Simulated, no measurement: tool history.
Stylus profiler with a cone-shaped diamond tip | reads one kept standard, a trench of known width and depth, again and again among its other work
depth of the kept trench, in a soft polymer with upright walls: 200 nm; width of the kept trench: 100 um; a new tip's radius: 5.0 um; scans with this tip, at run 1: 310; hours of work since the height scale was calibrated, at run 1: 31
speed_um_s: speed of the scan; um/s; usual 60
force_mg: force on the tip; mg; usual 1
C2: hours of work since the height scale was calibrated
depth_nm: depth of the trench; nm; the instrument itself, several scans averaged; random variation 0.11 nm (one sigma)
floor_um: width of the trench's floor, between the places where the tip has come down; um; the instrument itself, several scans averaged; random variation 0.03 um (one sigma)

{"run": 1, "day": 0.0, "speed_um_s": 60, "force_mg": 1, "scans with this tip": 310, "C2": 31, "depth_nm": 201.33, "floor_um": 96.94}
{"run": 2, "day": 0.342, "speed_um_s": 214, "force_mg": 1, "scans with this tip": 354, "C2": 35, "depth_nm": 201.7, "floor_um": 96.31}
{"run": 3, "day": 1.054, "speed_um_s": 60, "force_mg": 1, "scans with this tip": 447, "C2": 44, "depth_nm": 201.55, "floor_um": 96.93}
{"run": 4, "day": 1.854, "speed_um_s": 60, "force_mg": 0.88, "scans with this tip": 551, "C2": 55, "depth_nm": 201.58, "floor_um": 96.83}
{"run": 5, "day": 2.454, "speed_um_s": 26, "force_mg": 1, "scans with this tip": 630, "C2": 63, "depth_nm": 201.61, "floor_um": 96.97}
{"run": 6, "day": 2.908, "speed_um_s": 97, "force_mg": 1, "scans with this tip": 689, "C2": 68, "depth_nm": 201.63, "floor_um": 96.78}
{"run": 7, "day": 3.329, "speed_um_s": 97, "force_mg": 0.35, "scans with this tip": 744, "C2": 74, "depth_nm": 200.75, "floor_um": 96.42}
{"run": 8, "day": 3.808, "speed_um_s": 97, "force_mg": 0.35, "scans with this tip": 806, "C2": 80, "depth_nm": 200.84, "floor_um": 96.36}
{"run": 9, "day": 4.192, "speed_um_s": 97, "force_mg": 0.35, "scans with this tip": 856, "C2": 85, "depth_nm": 200.7, "floor_um": 96.4}
{"run": 10, "day": 4.746, "speed_um_s": 22, "force_mg": 1, "scans with this tip": 929, "C2": 92, "depth_nm": 201.62, "floor_um": 97.03}
{"run": 11, "day": 5.25, "speed_um_s": 22, "force_mg": 1, "scans with this tip": 994, "C2": 99, "depth_nm": 201.47, "floor_um": 97.06}
{"run": 12, "day": 6.0, "speed_um_s": 60, "force_mg": 2.01, "scans with this tip": 1092, "C2": 108, "depth_nm": 202.59, "floor_um": 96.91}
{"run": 13, "day": 6.329, "speed_um_s": 60, "force_mg": 2.01, "scans with this tip": 1135, "C2": 113, "depth_nm": 202.54, "floor_um": 96.9}
{"run": 14, "day": 6.812, "speed_um_s": 60, "force_mg": 2.01, "scans with this tip": 1197, "C2": 119, "depth_nm": 202.38, "floor_um": 96.87}
{"run": 15, "day": 7.554, "speed_um_s": 60, "force_mg": 2.01, "scans with this tip": 1294, "C2": 128, "depth_nm": 202.39, "floor_um": 96.86}
{"run": 16, "day": 7.929, "speed_um_s": 60, "force_mg": 0.47, "scans with this tip": 1343, "C2": 133, "depth_nm": 201.07, "floor_um": 96.72}
{"run": 17, "day": 8.388, "speed_um_s": 60, "force_mg": 1, "scans with this tip": 1403, "C2": 139, "depth_nm": 201.34, "floor_um": 96.79}
{"run": 18, "day": 8.879, "speed_um_s": 60, "force_mg": 1, "scans with this tip": 1467, "C2": 146, "depth_nm": 201.45, "floor_um": 96.82}
{"run": 19, "day": 9.212, "speed_um_s": 60, "force_mg": 1, "scans with this tip": 1511, "C2": 150, "depth_nm": 201.24, "floor_um": 96.75}
{"run": 20, "day": 9.596, "speed_um_s": 60, "force_mg": 1, "scans with this tip": 1560, "C2": 155, "depth_nm": 201.31, "floor_um": 96.77}
{"run": 21, "day": 10.2, "speed_um_s": 60, "force_mg": 0.89, "scans with this tip": 1639, "C2": 163, "depth_nm": 201.37, "floor_um": 96.79}
{"run": 22, "day": 10.608, "speed_um_s": 60, "force_mg": 1, "scans with this tip": 1693, "C2": 168, "depth_nm": 201.28, "floor_um": 96.76}
{"run": 23, "day": 11.046, "speed_um_s": 60, "force_mg": 0.38, "scans with this tip": 1749, "C2": 174, "depth_nm": 200.63, "floor_um": 96.62}
{"run": 24, "day": 11.738, "speed_um_s": 29, "force_mg": 1, "scans with this tip": 1840, "C2": 183, "depth_nm": 201.34, "floor_um": 96.91}
{"run": 25, "day": 12.471, "speed_um_s": 30, "force_mg": 1, "scans with this tip": 1935, "C2": 192, "depth_nm": 201.28, "floor_um": 96.89}
{"run": 26, "day": 13.208, "speed_um_s": 114, "force_mg": 2.07, "scans with this tip": 2031, "C2": 202, "depth_nm": 202.4, "floor_um": 96.67}
{"run": 27, "day": 13.962, "speed_um_s": 24, "force_mg": 2.07, "scans with this tip": 2129, "C2": 211, "depth_nm": 202.38, "floor_um": 96.87}
{"run": 28, "day": 14.475, "speed_um_s": 56, "force_mg": 0.44, "scans with this tip": 2196, "C2": 218, "depth_nm": 200.77, "floor_um": 96.65}
{"run": 29, "day": 15.271, "speed_um_s": 55, "force_mg": 1.76, "scans with this tip": 2300, "C2": 228, "depth_nm": 202.06, "floor_um": 96.81}
{"run": 30, "day": 15.729, "speed_um_s": 55, "force_mg": 1.76, "scans with this tip": 2360, "C2": 234, "depth_nm": 202.07, "floor_um": 96.74}
{"run": 31, "day": 16.488, "speed_um_s": 77, "force_mg": 1, "scans with this tip": 2459, "C2": 244, "depth_nm": 201.22, "floor_um": 96.65}
{"run": 32, "day": 17.233, "speed_um_s": 77, "force_mg": 1, "scans with this tip": 2556, "C2": 254, "depth_nm": 201.33, "floor_um": 96.59}
{"run": 33, "day": 17.871, "speed_um_s": 23, "force_mg": 0.73, "scans with this tip": 2639, "C2": 262, "depth_nm": 201.05, "floor_um": 96.76}
{"run": 34, "day": 18.646, "speed_um_s": 60, "force_mg": 1.32, "scans with this tip": 2740, "C2": 272, "depth_nm": 201.81, "floor_um": 96.65}
{"run": 35, "day": 19.088, "speed_um_s": 60, "force_mg": 1.57, "scans with this tip": 2797, "C2": 278, "depth_nm": 201.98, "floor_um": 96.7}
{"run": 36, "day": 19.846, "speed_um_s": 36, "force_mg": 1.14, "scans with this tip": 2897, "C2": 287, "depth_nm": 201.61, "floor_um": 96.78}
{"run": 37, "day": 20.192, "speed_um_s": 64, "force_mg": 1, "scans with this tip": 2941, "C2": 292, "depth_nm": 201.21, "floor_um": 96.65}
{"run": 38, "day": 20.879, "speed_um_s": 55, "force_mg": 0.86, "scans with this tip": 3031, "C2": 301, "depth_nm": 201.3, "floor_um": 96.62}
{"run": 39, "day": 21.396, "speed_um_s": 23, "force_mg": 1, "scans with this tip": 3098, "C2": 307, "depth_nm": 201.55, "floor_um": 96.7}
{"run": 40, "day": 21.896, "speed_um_s": 41, "force_mg": 1.85, "scans with this tip": 3164, "C2": 314, "depth_nm": 202.33, "floor_um": 96.75}
{"run": 41, "day": 22.542, "speed_um_s": 41, "force_mg": 1.18, "scans with this tip": 3248, "C2": 322, "depth_nm": 201.44, "floor_um": 96.66}
{"run": 42, "day": 23.188, "speed_um_s": 41, "force_mg": 1.18, "scans with this tip": 3332, "C2": 331, "depth_nm": 201.47, "floor_um": 96.67}
{"run": 43, "day": 23.921, "speed_um_s": 105, "force_mg": 1.74, "scans with this tip": 3427, "C2": 340, "depth_nm": 202.12, "floor_um": 96.51}
{"run": 44, "day": 24.583, "speed_um_s": 47, "force_mg": 0.62, "scans with this tip": 3514, "C2": 349, "depth_nm": 201.1, "floor_um": 96.62}
{"run": 45, "day": 25.067, "speed_um_s": 60, "force_mg": 1.65, "scans with this tip": 3577, "C2": 355, "depth_nm": 201.88, "floor_um": 96.61}
{"run": 46, "day": 25.617, "speed_um_s": 60, "force_mg": 1.65, "scans with this tip": 3649, "C2": 362, "depth_nm": 202.01, "floor_um": 96.61}

Hidden state or all else? Some run-to-run changes of depth_nm, split into what the settings, what came in and random variation would give without the hidden state, and what is left for the hidden state (with any gauge scatter that isn't in both results):
The hidden state here: radius of the tip, um; height scale over the true one, %; drift of the gauge itself on depth_nm, %; drift of the gauge itself on floor_um, %.
Run 2 -> 3: speed_um_s 214 -> 60. depth_nm -0.15 nm: hidden state -0.02, all else -0.13.
Run 15 -> 16: force_mg 2.01 -> 0.47. depth_nm -1.32 nm: hidden state -0.01, all else -1.31.
Run 25 -> 26: speed_um_s 30 -> 114, force_mg 1 -> 2.07. depth_nm +1.12 nm: hidden state -0.02, all else +1.14.
Run 27 -> 28: speed_um_s 24 -> 56, force_mg 2.07 -> 0.44. depth_nm -1.61 nm: hidden state -0.01, all else -1.6.
Run 28 -> 29: speed_um_s 56 -> 55, force_mg 0.44 -> 1.76. depth_nm +1.29 nm: hidden state -0.01, all else +1.3.
Run 33 -> 34: speed_um_s 23 -> 60, force_mg 0.73 -> 1.32. depth_nm +0.76 nm: hidden state -0.02, all else +0.78.

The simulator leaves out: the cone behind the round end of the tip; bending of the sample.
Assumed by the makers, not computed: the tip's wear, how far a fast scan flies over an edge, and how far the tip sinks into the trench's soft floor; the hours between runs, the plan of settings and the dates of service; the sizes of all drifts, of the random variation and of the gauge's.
